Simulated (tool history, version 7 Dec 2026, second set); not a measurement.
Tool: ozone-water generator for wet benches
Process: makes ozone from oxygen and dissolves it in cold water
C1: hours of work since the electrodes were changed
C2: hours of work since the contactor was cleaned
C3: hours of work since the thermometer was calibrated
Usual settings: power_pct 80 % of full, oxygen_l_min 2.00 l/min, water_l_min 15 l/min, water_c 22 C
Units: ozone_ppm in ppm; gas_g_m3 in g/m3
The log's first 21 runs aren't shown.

{"run": 22, "hour": 1738.7, "power_pct": 42, "oxygen_l_min": 1.01, "water_l_min": 19, "water_c": 17, "C1": 2800, "C2": 5655, "C3": 3256, "ozone_ppm": 8.7, "gas_g_m3": 234.9}
{"run": 23, "hour": 1796.0, "power_pct": 73, "oxygen_l_min": 1.01, "water_l_min": 19, "water_c": 17, "C1": 2840, "C2": 5695, "C3": 3297, "ozone_ppm": 12.7, "gas_g_m3": 337.1}
{"run": 24, "hour": 1892.1, "power_pct": 84, "oxygen_l_min": 3.23, "water_l_min": 23, "water_c": 22, "C1": 2908, "C2": 5763, "C3": 3365, "ozone_ppm": 19.1, "gas_g_m3": 259.7}
{"run": 25, "hour": 1962.5, "power_pct": 84, "oxygen_l_min": 3.23, "water_l_min": 23, "water_c": 22, "C1": 2958, "C2": 5813, "C3": 3414, "ozone_ppm": 19.1, "gas_g_m3": 260.0}
{"run": 26, "hour": 2030.3, "power_pct": 84, "oxygen_l_min": 3.23, "water_l_min": 23, "water_c": 22, "C1": 3005, "C2": 5861, "C3": 3462, "ozone_ppm": 19.0, "gas_g_m3": 257.8}
{"run": 27, "hour": 2124.0, "power_pct": 71, "oxygen_l_min": 2.0, "water_l_min": 15, "water_c": 17, "C1": 3072, "C2": 5927, "C3": 3529, "ozone_ppm": 22.1, "gas_g_m3": 265.3}
{"run": 28, "hour": 2224.7, "power_pct": 98, "oxygen_l_min": 2.2, "water_l_min": 14, "water_c": 22, "C1": 3143, "C2": 5998, "C3": 3600, "ozone_ppm": 28.7, "gas_g_m3": 318.1}
{"run": 29, "hour": 2318.2, "power_pct": 80, "oxygen_l_min": 2.0, "water_l_min": 15, "water_c": 16, "C1": 3209, "C2": 6064, "C3": 3666, "ozone_ppm": 24.3, "gas_g_m3": 288.4}
{"run": 30, "hour": 2399.7, "power_pct": 80, "oxygen_l_min": 2.0, "water_l_min": 15, "water_c": 16, "C1": 3266, "C2": 6122, "C3": 3723, "ozone_ppm": 24.2, "gas_g_m3": 286.9}
{"run": 31, "hour": 2518.4, "power_pct": 61, "oxygen_l_min": 2.84, "water_l_min": 12, "water_c": 21, "C1": 3350, "C2": 6206, "C3": 3807, "ozone_ppm": 25.6, "gas_g_m3": 214.7}
{"run": 32, "hour": 2606.9, "power_pct": 61, "oxygen_l_min": 2.84, "water_l_min": 12, "water_c": 21, "C1": 3413, "C2": 6268, "C3": 3869, "ozone_ppm": 26.0, "gas_g_m3": 212.3}
{"run": 33, "hour": 2694.9, "power_pct": 93, "oxygen_l_min": 2.84, "water_l_min": 22, "water_c": 21, "C1": 3475, "C2": 6330, "C3": 3932, "ozone_ppm": 20.6, "gas_g_m3": 283.8}

Forecast each of these 3 alternatives for the next run:
{"run": "A", "hour": 2814.7, "power_pct": 93, "oxygen_l_min": 2.84, "water_l_min": 10, "water_c": 21, "C1": 3559, "C2": 6415, "C3": 4016, "ozone_ppm": "?", "gas_g_m3": "?"}
{"run": "B", "hour": 2814.7, "power_pct": 80, "oxygen_l_min": 1.9, "water_l_min": 17, "water_c": 18, "C1": 3559, "C2": 6415, "C3": 4016, "ozone_ppm": "?", "gas_g_m3": "?"}
{"run": "C", "hour": 2814.7, "power_pct": 93, "oxygen_l_min": 2.84, "water_l_min": 12, "water_c": 23, "C1": 3559, "C2": 6415, "C3": 4016, "ozone_ppm": "?", "gas_g_m3": "?"}

run=A ozone_ppm=39.0 gas_g_m3=282.8
run=B ozone_ppm=20.5 gas_g_m3=290.5
run=C ozone_ppm=33.2 gas_g_m3=280.8
Without the tool's hidden state the same runs would have given:
run=A ozone_ppm=39.1 gas_g_m3=296.8
run=B ozone_ppm=20.6 gas_g_m3=304.8
run=C ozone_ppm=33.2 gas_g_m3=294.7
